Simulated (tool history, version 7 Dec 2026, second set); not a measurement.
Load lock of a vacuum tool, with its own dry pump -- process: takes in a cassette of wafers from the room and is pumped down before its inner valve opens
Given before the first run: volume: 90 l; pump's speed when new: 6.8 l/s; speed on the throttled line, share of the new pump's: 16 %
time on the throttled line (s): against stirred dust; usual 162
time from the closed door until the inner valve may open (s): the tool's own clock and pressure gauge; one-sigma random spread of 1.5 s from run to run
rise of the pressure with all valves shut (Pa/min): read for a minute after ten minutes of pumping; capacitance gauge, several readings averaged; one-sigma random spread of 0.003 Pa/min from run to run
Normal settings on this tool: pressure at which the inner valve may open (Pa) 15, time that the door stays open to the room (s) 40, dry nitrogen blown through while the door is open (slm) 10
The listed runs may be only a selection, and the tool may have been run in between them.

run	hour	time on the throttled line (s)	pressure at which the inner valve may open (Pa)	time that the door stays open to the room (s)	dry nitrogen blown through while the door is open (slm)	incoming humidity of the room's air, %	time from the closed door until the inner valve may open (s)	rise of the pressure with all valves shut (Pa/min)
1	0.0	162	15	40	10	44.9	260.1	0.031
2	279.3	162	15	40	10	46.3	256.6	0.044
3	592.0	162	15	40	10	44.2	260.1	0.049
4	892.1	162	15	40	10	44.6	261.4	0.060
5	1132.0	162	15	40	10	46.8	262.6	0.068
6	1342.4	162	15	40	10	44.9	260.0	0.076
7	1516.5	134	15	40	10	39.5	238.0	0.077
8	1793.4	134	15	40	10	49.9	236.8	0.090
9	2132.4	134	15	40	10	46.2	240.8	0.106
10	2360.8	134	15	40	10	43.6	237.9	0.114
11	2650.1	162	15	154	10	46.2	263.6	0.182
12	2910.7	162	15	154	10	44.4	263.3	0.184
13	3148.0	162	15	139	10	44.9	263.5	0.192
14	3336.3	162	15	139	10	46.4	263.8	0.209
15	3562.0	162	15	139	10	44.0	264.3	0.221
16	3912.0	162	15	139	10	43.4	268.1	0.237
17	4169.6	162	15	139	10	48.5	268.1	0.259
18	4394.9	162	15	139	10	48.5	266.0	0.269
19	4588.0	162	15	139	10	42.6	270.0	0.273
20	4922.1	162	15	219	12	45.0	269.8	0.330
21	5105.3	162	15	219	12	49.1	271.0	0.354
22	5270.5	138	30	219	12	43.8	239.7	0.348
23	5506.4	162	15	32	10	46.9	265.3	0.280
24	5725.0	162	15	32	10	46.7	266.5	0.295
25	6011.2	160	15	40	10	44.3	266.1	0.332
26	6368.1	271	15	40	7	44.0	360.5	0.351
27	6660.1	271	15	40	7	45.5	358.6	0.382
28	6870.3	113	10	89	5	44.9	239.4	0.404
29	7063.7	113	10	89	21	46.6	240.1	0.408
30	7338.4	113	10	89	21	45.0	240.8	0.440
31	7485.5	227	11	40	10	42.4	327.3	0.430
32	7756.6	113	26	105	9	45.8	226.7	0.492
33	8030.7	313	17	40	13	46.0	393.6	0.484
34	8250.4	100	20	204	6	42.4	217.9	0.587
35	8501.6	121	18	133	10	46.0	239.2	0.574
36	8769.4	121	12	36	10	40.2	246.1	0.548
37	8955.5	208	12	38	34	43.0	317.1	0.564

Predict each of these 4 candidate next runs independently; none follows another, all start after run 37:
A	9101.0	162	12	40	10	47.4	?	?
B	9101.0	182	12	38	34	47.0	?	?
C	9101.0	185	12	57	21	44.9	?	?
D	9101.0	208	13	38	23	41.7	?	?

run	time from the closed door until the inner valve may open (s)	rise of the pressure with all valves shut (Pa/min)
A	280.9	0.586
B	295.4	0.580
C	299.1	0.596
D	312.8	0.568
Stripped of hidden state, with their random variation kept, the same runs would have yielded:
run	time from the closed door until the inner valve may open (s)	rise of the pressure with all valves shut (Pa/min)
A	256.3	0.030
B	272.1	0.019
C	275.8	0.035
D	291.1	0.019
